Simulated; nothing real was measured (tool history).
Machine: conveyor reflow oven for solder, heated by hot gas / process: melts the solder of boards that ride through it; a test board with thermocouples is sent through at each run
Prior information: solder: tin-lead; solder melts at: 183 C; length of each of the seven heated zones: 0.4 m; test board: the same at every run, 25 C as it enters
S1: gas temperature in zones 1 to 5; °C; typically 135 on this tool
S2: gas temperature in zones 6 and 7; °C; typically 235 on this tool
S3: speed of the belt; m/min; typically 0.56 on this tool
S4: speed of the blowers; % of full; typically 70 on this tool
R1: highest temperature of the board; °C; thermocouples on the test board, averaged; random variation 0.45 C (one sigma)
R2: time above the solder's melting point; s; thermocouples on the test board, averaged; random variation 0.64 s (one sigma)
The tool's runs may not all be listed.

{"run": 1, "hour": 0.0, "S1": 135, "S2": 235, "S3": 0.56, "S4": 70, "R1": 221.8, "R2": 68.6}
{"run": 2, "hour": 64.9, "S1": 135, "S2": 235, "S3": 0.56, "S4": 70, "R1": 220.8, "R2": 68.2}
{"run": 3, "hour": 101.9, "S1": 135, "S2": 235, "S3": 0.56, "S4": 70, "R1": 221.3, "R2": 67.7}
{"run": 4, "hour": 150.0, "S1": 135, "S2": 235, "S3": 0.56, "S4": 70, "R1": 221, "R2": 69}
{"run": 5, "hour": 200.9, "S1": 135, "S2": 235, "S3": 0.56, "S4": 70, "R1": 220.7, "R2": 67.9}
{"run": 6, "hour": 266.9, "S1": 135, "S2": 235, "S3": 0.56, "S4": 70, "R1": 220.3, "R2": 67.8}
{"run": 7, "hour": 298.8, "S1": 135, "S2": 235, "S3": 0.56, "S4": 70, "R1": 219.9, "R2": 67.4}
{"run": 8, "hour": 359.1, "S1": 135, "S2": 235, "S3": 0.56, "S4": 70, "R1": 219.8, "R2": 66.8}
{"run": 9, "hour": 398.4, "S1": 135, "S2": 235, "S3": 0.612, "S4": 70, "R1": 218.1, "R2": 60.2}
{"run": 10, "hour": 433.8, "S1": 135, "S2": 235, "S3": 0.612, "S4": 70, "R1": 216.5, "R2": 60.4}
{"run": 11, "hour": 501.8, "S1": 147, "S2": 235, "S3": 0.56, "S4": 70, "R1": 222.5, "R2": 74.3}
{"run": 12, "hour": 564.6, "S1": 135, "S2": 235, "S3": 0.56, "S4": 70, "R1": 220.1, "R2": 68.4}
{"run": 13, "hour": 634.9, "S1": 135, "S2": 235, "S3": 0.56, "S4": 70, "R1": 220, "R2": 69.2}
{"run": 14, "hour": 668.8, "S1": 135, "S2": 237, "S3": 0.56, "S4": 70, "R1": 221.8, "R2": 70.3}
{"run": 15, "hour": 735.0, "S1": 135, "S2": 237, "S3": 0.614, "S4": 70, "R1": 216.7, "R2": 56.1}
{"run": 16, "hour": 799.1, "S1": 135, "S2": 237, "S3": 0.614, "S4": 70, "R1": 215.9, "R2": 55.9}
{"run": 17, "hour": 830.2, "S1": 143, "S2": 230, "S3": 0.463, "S4": 61, "R1": 218.6, "R2": 82.6}
{"run": 18, "hour": 882.9, "S1": 141, "S2": 230, "S3": 0.594, "S4": 75, "R1": 213.8, "R2": 57.4}
{"run": 19, "hour": 956.9, "S1": 130, "S2": 235, "S3": 0.594, "S4": 75, "R1": 218, "R2": 56.7}
{"run": 20, "hour": 1014.3, "S1": 130, "S2": 235, "S3": 0.594, "S4": 75, "R1": 216.9, "R2": 56.8}
{"run": 21, "hour": 1069.4, "S1": 135, "S2": 230, "S3": 0.56, "S4": 70, "R1": 215, "R2": 61}
{"run": 22, "hour": 1129.2, "S1": 133, "S2": 230, "S3": 0.56, "S4": 60, "R1": 212, "R2": 58.5}
{"run": 23, "hour": 1188.5, "S1": 135, "S2": 229, "S3": 0.56, "S4": 60, "R1": 211.9, "R2": 57.3}
{"run": 24, "hour": 1253.2, "S1": 148, "S2": 229, "S3": 0.609, "S4": 76, "R1": 213.7, "R2": 60.3}
{"run": 25, "hour": 1300.6, "S1": 141, "S2": 235, "S3": 0.56, "S4": 70, "R1": 219.2, "R2": 67.5}
{"run": 26, "hour": 1357.0, "S1": 135, "S2": 235, "S3": 0.56, "S4": 73, "R1": 218.8, "R2": 64.5}
{"run": 27, "hour": 1419.8, "S1": 139, "S2": 233, "S3": 0.56, "S4": 70, "R1": 215.4, "R2": 64.7}
{"run": 28, "hour": 1462.8, "S1": 139, "S2": 233, "S3": 0.56, "S4": 70, "R1": 219.4, "R2": 67.8}
{"run": 29, "hour": 1498.9, "S1": 139, "S2": 233, "S3": 0.56, "S4": 70, "R1": 219.6, "R2": 67.5}

Removed from this log: 6 entries logged between the listed runs. Between which two listed runs does each belong, and how does the tool's hidden state at the listed run before it compare with that at the listed run after it?
After run 8, before run 9: flux residue cleaned out of gas plates and filters (hour 379.6); thermocouples of zones 6 and 7 changed (hour 396.6)
  heat that the gas passes to the board, % of a clean oven's: 86.5 -> 99.2; belt's true speed, % of the reading: 96.93 -> 96.89; true gas temperature in zones 6 and 7 over the reading, C: 2.63 -> -0.31
  the result without the hidden state subtracted from the measured one, R1: -0.1 -> +0.6 °C; R2: +1.5 -> +2.5 s
After run 12, before run 13: belt drive overhauled, speed set with a stopwatch (hour 574.8)
  heat that the gas passes to the board, % of a clean oven's: 95.2 -> 93.7; belt's true speed, % of the reading: 96.65 -> 95.15; true gas temperature in zones 6 and 7 over the reading, C: -0.14 -> -0.07
  the result without the hidden state subtracted from the measured one, R1: -0.2 -> +0 °C; R2: +2.2 -> +3.4 s
After run 14, before run 15: belt drive overhauled, speed set with a stopwatch, once more (hour 703.2)
  heat that the gas passes to the board, % of a clean oven's: 92.9 -> 91.6; belt's true speed, % of the reading: 95.1 -> 100.09; true gas temperature in zones 6 and 7 over the reading, C: -0.03 -> 0.03
  the result without the hidden state subtracted from the measured one, R1: -0.2 -> -2.4 °C; R2: +3.3 -> -2.3 s
After run 18, before run 19: flux residue cleaned out of gas plates and filters (hour 911.3)
  heat that the gas passes to the board, % of a clean oven's: 88.1 -> 97.9; belt's true speed, % of the reading: 99.88 -> 99.79; true gas temperature in zones 6 and 7 over the reading, C: 0.18 -> 0.25
  the result without the hidden state subtracted from the measured one, R1: -2.7 -> -0.3 °C; R2: -3.1 -> -0.2 s
After run 27, before run 28: flux residue cleaned out of gas plates and filters (hour 1428.2)
  heat that the gas passes to the board, % of a clean oven's: 87 -> 99.1; belt's true speed, % of the reading: 99.16 -> 99.11; true gas temperature in zones 6 and 7 over the reading, C: 0.75 -> 0.79
  the result without the hidden state subtracted from the measured one, R1: -2.2 -> +0.8 °C; R2: -2.1 -> +1.2 s
